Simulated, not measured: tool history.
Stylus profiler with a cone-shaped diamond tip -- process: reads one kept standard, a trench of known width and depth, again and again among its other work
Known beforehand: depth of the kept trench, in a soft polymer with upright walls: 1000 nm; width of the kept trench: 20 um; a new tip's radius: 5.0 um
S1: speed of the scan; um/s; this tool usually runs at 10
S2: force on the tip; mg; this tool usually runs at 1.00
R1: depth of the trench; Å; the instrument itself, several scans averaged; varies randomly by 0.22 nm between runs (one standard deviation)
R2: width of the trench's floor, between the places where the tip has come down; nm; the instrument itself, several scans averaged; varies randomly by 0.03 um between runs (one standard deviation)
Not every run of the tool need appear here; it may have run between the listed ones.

Run 1, hour 0.0: usual settings. Result: R1 10048.2 Å, R2 13970 nm.
Run 2, hour 18.9: usual settings. Result: R1 10048.5 Å, R2 13980 nm.
Run 3, hour 35.5: usual settings but S1 38 um/s. Result: R1 10048.8 Å, R2 13810 nm.
Run 4, hour 51.6: usual settings. Result: R1 10043.1 Å, R2 13920 nm.
Run 5, hour 63.8: usual settings but S2 2.15 mg. Result: R1 10070.8 Å, R2 13960 nm.
Run 6, hour 72.6: usual settings but S2 0.51 mg. Result: R1 10030.7 Å, R2 13920 nm.
Run 7, hour 89.2: usual settings but S2 0.51 mg. Result: R1 10027.7 Å, R2 13870 nm.
Run 8, hour 102.8: usual settings but S2 0.51 mg. Result: R1 10025.7 Å, R2 13930 nm.
Run 9, hour 121.5: usual settings but S2 0.51 mg. Result: R1 10028.3 Å, R2 13910 nm.
Run 10, hour 136.1: usual settings but S2 0.51 mg. Result: R1 10027.3 Å, R2 13920 nm.
Run 11, hour 148.1: usual settings but S1 3 um/s, S2 1.10 mg. Result: R1 10046.9 Å, R2 13960 nm.
Run 12, hour 160.5: usual settings but S1 3 um/s, S2 2.18 mg. Result: R1 10077.2 Å, R2 13910 nm.
Run 13, hour 172.0: usual settings but S1 2 um/s, S2 2.87 mg. Result: R1 10089.7 Å, R2 14010 nm.
Run 14, hour 182.2: usual settings but S1 2 um/s, S2 2.87 mg. Result: R1 10091.6 Å, R2 13970 nm.
Run 15, hour 191.9: usual settings but S1 2 um/s, S2 2.87 mg. Result: R1 10089.9 Å, R2 13990 nm.
Run 16, hour 202.7: usual settings but S1 2 um/s, S2 2.87 mg. Result: R1 10092.0 Å, R2 14060 nm.
Run 17, hour 214.6: usual settings but S1 2 um/s, S2 2.87 mg. Result: R1 10088.9 Å, R2 13970 nm.
Run 18, hour 230.5: usual settings but S1 7 um/s, S2 1.97 mg. Result: R1 10070.8 Å, R2 14020 nm.
Run 19, hour 244.9: usual settings but S1 28 um/s, S2 0.43 mg. Result: R1 10024.3 Å, R2 13810 nm.

Branching from run 19: 5 alternative next runs. What would each branch give?
Run A, hour 254.9: usual settings but S1 2 um/s, S2 1.15 mg. Result: R1 ?, R2 ?.
Run B, hour 254.9: usual settings but S1 2 um/s, S2 1.67 mg. Result: R1 ?, R2 ?.
Run C, hour 254.9: usual settings but S1 3 um/s, S2 0.82 mg. Result: R1 ?, R2 ?.
Run D, hour 254.9: usual settings but S1 3 um/s, S2 1.38 mg. Result: R1 ?, R2 ?.
Run E, hour 254.9: usual settings but S1 24 um/s, S2 0.89 mg. Result: R1 ?, R2 ?.

run       R1     R2
  A  10049.5  14010
  B  10065.0  13960
  C  10040.9  13940
  D  10058.7  13970
  E  10043.4  13870
Without the tool's hidden state the same runs would have given:
run       R1     R2
  A  10049.4  14010
  B  10064.9  13960
  C  10040.8  13940
  D  10058.7  13970
  E  10043.3  13870
